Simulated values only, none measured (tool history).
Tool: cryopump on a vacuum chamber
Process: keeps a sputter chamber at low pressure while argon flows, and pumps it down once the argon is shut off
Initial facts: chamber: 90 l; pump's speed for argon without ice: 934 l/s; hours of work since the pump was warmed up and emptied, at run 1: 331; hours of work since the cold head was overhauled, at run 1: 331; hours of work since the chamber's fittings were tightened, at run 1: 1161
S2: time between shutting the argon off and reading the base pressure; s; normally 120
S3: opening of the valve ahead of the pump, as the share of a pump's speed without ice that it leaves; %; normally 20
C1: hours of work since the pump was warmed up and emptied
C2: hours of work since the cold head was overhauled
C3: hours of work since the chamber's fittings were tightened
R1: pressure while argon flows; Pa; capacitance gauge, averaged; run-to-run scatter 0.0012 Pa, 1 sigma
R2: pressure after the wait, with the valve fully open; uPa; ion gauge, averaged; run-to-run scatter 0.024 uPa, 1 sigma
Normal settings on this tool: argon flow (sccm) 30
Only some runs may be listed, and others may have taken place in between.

run 1 hour=0.0 | argon_flow_(sccm)=30 S2=120 S3=20 | C1=331 C2=331 C3=1161 | R1=0.2754 R2=1.85
run 2 hour=10.6 | argon_flow_(sccm)=30 S2=120 S3=20 | C1=340 C2=340 C3=1169 | R1=0.2763 R2=1.96
run 3 hour=26.7 | argon_flow_(sccm)=30 S2=120 S3=21 | C1=353 C2=353 C3=1183 | R1=0.2631 R2=1.88
run 4 hour=36.0 | argon_flow_(sccm)=30 S2=120 S3=20 | C1=361 C2=361 C3=1190 | R1=0.2747 R2=1.95
run 5 hour=51.2 | argon_flow_(sccm)=30 S2=120 S3=20 | C1=374 C2=374 C3=1203 | R1=0.2770 R2=1.93
run 6 hour=64.9 | argon_flow_(sccm)=30 S2=120 S3=20 | C1=385 C2=385 C3=1214 | R1=0.2751 R2=1.94
run 7 hour=78.3 | argon_flow_(sccm)=31 S2=120 S3=20 | C1=396 C2=396 C3=1226 | R1=0.2863 R2=1.96
run 8 hour=86.8 | argon_flow_(sccm)=13 S2=120 S3=20 | C1=403 C2=403 C3=1233 | R1=0.1216 R2=1.94
run 9 hour=97.6 | argon_flow_(sccm)=13 S2=120 S3=20 | C1=412 C2=412 C3=1242 | R1=0.1208 R2=1.98
run 10 hour=111.9 | argon_flow_(sccm)=30 S2=120 S3=20 | C1=424 C2=424 C3=1253 | R1=0.2775 R2=2.04
run 11 hour=123.9 | argon_flow_(sccm)=30 S2=120 S3=20 | C1=434 C2=434 C3=1263 | R1=0.2779 R2=2.05
run 12 hour=133.7 | argon_flow_(sccm)=30 S2=120 S3=20 | C1=442 C2=442 C3=1272 | R1=0.2785 R2=1.98
run 13 hour=144.7 | argon_flow_(sccm)=30 S2=138 S3=20 | C1=451 C2=451 C3=1281 | R1=0.2770 R2=1.93
run 14 hour=156.5 | argon_flow_(sccm)=30 S2=120 S3=18 | C1=461 C2=461 C3=1290 | R1=0.3090 R2=1.98
run 15 hour=164.8 | argon_flow_(sccm)=30 S2=120 S3=18 | C1=468 C2=468 C3=1297 | R1=0.3108 R2=2.04
run 16 hour=173.4 | argon_flow_(sccm)=30 S2=120 S3=18 | C1=475 C2=475 C3=1304 | R1=0.3107 R2=2.04
run 17 hour=189.1 | argon_flow_(sccm)=30 S2=120 S3=18 | C1=488 C2=488 C3=1317 | R1=0.3095 R2=2.10
run 18 hour=202.6 | argon_flow_(sccm)=30 S2=120 S3=18 | C1=499 C2=499 C3=1329 | R1=0.3105 R2=2.07
run 19 hour=212.3 | argon_flow_(sccm)=14 S2=120 S3=18 | C1=507 C2=507 C3=1337 | R1=0.1442 R2=2.06
run 20 hour=227.4 | argon_flow_(sccm)=30 S2=38 S3=18 | C1=520 C2=520 C3=1349 | R1=0.3121 R2=3.32
run 21 hour=240.0 | argon_flow_(sccm)=30 S2=38 S3=18 | C1=530 C2=530 C3=1360 | R1=0.3100 R2=3.37
run 22 hour=253.5 | argon_flow_(sccm)=16 S2=137 S3=56 | C1=542 C2=542 C3=1371 | R1=0.0568 R2=2.04
run 23 hour=261.7 | argon_flow_(sccm)=16 S2=94 S3=56 | C1=548 C2=548 C3=1378 | R1=0.0568 R2=2.23
run 24 hour=270.3 | argon_flow_(sccm)=16 S2=94 S3=56 | C1=555 C2=555 C3=1385 | R1=0.0554 R2=2.39
run 25 hour=285.4 | argon_flow_(sccm)=58 S2=64 S3=24 | C1=568 C2=568 C3=1397 | R1=0.4528 R2=2.66
run 26 hour=298.0 | argon_flow_(sccm)=58 S2=64 S3=24 | C1=578 C2=578 C3=1408 | R1=0.4549 R2=2.64
run 27 hour=316.8 | argon_flow_(sccm)=58 S2=64 S3=24 | C1=594 C2=594 C3=1423 | R1=0.4552 R2=2.69
run 28 hour=332.9 | argon_flow_(sccm)=18 S2=35 S3=37 | C1=607 C2=607 C3=1437 | R1=0.0942 R2=3.51
run 29 hour=350.8 | argon_flow_(sccm)=32 S2=157 S3=44 | C1=622 C2=622 C3=1452 | R1=0.1411 R2=2.18
run 30 hour=360.9 | argon_flow_(sccm)=40 S2=179 S3=44 | C1=631 C2=631 C3=1460 | R1=0.1779 R2=2.08
run 31 hour=375.8 | argon_flow_(sccm)=12 S2=40 S3=54 | C1=643 C2=643 C3=1472 | R1=0.0446 R2=3.36
run 32 hour=386.5 | argon_flow_(sccm)=12 S2=40 S3=54 | C1=652 C2=652 C3=1481 | R1=0.0443 R2=3.37
run 33 hour=398.0 | argon_flow_(sccm)=12 S2=40 S3=54 | C1=661 C2=661 C3=1491 | R1=0.0448 R2=3.41
run 34 hour=407.3 | argon_flow_(sccm)=12 S2=40 S3=54 | C1=669 C2=669 C3=1499 | R1=0.0444 R2=3.38

Subtracting, for every run, the result it would have given without the tool's unlogged condition from the measured result gives the following. The same run-to-run variation enters both numbers; the gauge's scatter may not:
Hidden state at play: pump's speed, % of a pump's without ice; cold plate's temperature, K; leak into the chamber, uPa l/s; drift of the gauge itself on working_pa, %; drift of the gauge itself on base_upa, %.
run=1 R1=+0.0052 R2=+1.02
run=2 R1=+0.0054 R2=+1.04
run=3 R1=+0.0055 R2=+1.03
run=4 R1=+0.0056 R2=+1.08
run=5 R1=+0.0059 R2=+1.05
run=6 R1=+0.0060 R2=+1.08
run=7 R1=+0.0064 R2=+1.10
run=8 R1=+0.0028 R2=+1.09
run=9 R1=+0.0028 R2=+1.11
run=10 R1=+0.0066 R2=+1.15
run=11 R1=+0.0068 R2=+1.16
run=12 R1=+0.0069 R2=+1.15
run=13 R1=+0.0071 R2=+1.15
run=14 R1=+0.0072 R2=+1.15
run=15 R1=+0.0074 R2=+1.21
run=16 R1=+0.0076 R2=+1.18
run=17 R1=+0.0077 R2=+1.23
run=18 R1=+0.0079 R2=+1.22
run=19 R1=+0.0037 R2=+1.22
run=20 R1=+0.0083 R2=+1.28
run=21 R1=+0.0084 R2=+1.30
run=22 R1=+0.0046 R2=+1.27
run=23 R1=+0.0046 R2=+1.27
run=24 R1=+0.0047 R2=+1.34
run=25 R1=+0.0175 R2=+1.34
run=26 R1=+0.0179 R2=+1.32
run=27 R1=+0.0184 R2=+1.36
run=28 R1=+0.0059 R2=+1.36
run=29 R1=+0.0106 R2=+1.43
run=30 R1=+0.0135 R2=+1.40
run=31 R1=+0.0042 R2=+1.42
run=32 R1=+0.0042 R2=+1.44
run=33 R1=+0.0043 R2=+1.47
run=34 R1=+0.0044 R2=+1.46

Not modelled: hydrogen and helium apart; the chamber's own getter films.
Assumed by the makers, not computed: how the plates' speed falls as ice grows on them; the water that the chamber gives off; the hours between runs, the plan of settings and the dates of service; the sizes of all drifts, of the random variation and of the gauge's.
